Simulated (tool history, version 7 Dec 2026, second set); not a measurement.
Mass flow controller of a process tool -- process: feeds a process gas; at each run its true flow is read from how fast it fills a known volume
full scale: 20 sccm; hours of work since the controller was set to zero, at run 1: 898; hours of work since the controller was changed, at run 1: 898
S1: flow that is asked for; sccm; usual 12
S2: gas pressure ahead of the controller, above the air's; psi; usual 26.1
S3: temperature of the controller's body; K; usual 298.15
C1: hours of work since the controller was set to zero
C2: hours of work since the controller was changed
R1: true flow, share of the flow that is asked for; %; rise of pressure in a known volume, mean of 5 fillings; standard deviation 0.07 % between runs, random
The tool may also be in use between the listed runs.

run	hour	S1	S2	S3	C1	C2	R1
1	0.0	12	26.1	298.15	898	898	98.62
2	291.5	12	26.1	298.15	1062	1062	98.58
3	457.5	12	26.1	298.15	1155	1155	98.55
4	644.0	12	26.1	297.15	1260	1260	98.38
5	979.3	12	26.1	298.15	1448	1448	98.39
6	1213.3	12	26.1	298.15	1580	1580	98.53
7	1440.1	12	26.1	299.15	1707	1707	98.54
8	1623.1	3	26.1	299.15	1810	1810	96.34
# hour 1650.5: controller's zero set anew
9	1793.5	12	26.1	298.15	80	1905	98.23
10	2091.8	12	26.1	298.15	248	2073	98.15
# hour 2200.5: controller's zero set anew, once more
11	2429.9	12	26.1	298.15	129	2262	98.57

Predict the results of run 12:
12	2643.4	12	26.1	298.15	249	2382	?

{"run 12": {"R1": 98.33}}
The same run, on a tool lacking any hidden state, would have yielded R1 98.76 %.

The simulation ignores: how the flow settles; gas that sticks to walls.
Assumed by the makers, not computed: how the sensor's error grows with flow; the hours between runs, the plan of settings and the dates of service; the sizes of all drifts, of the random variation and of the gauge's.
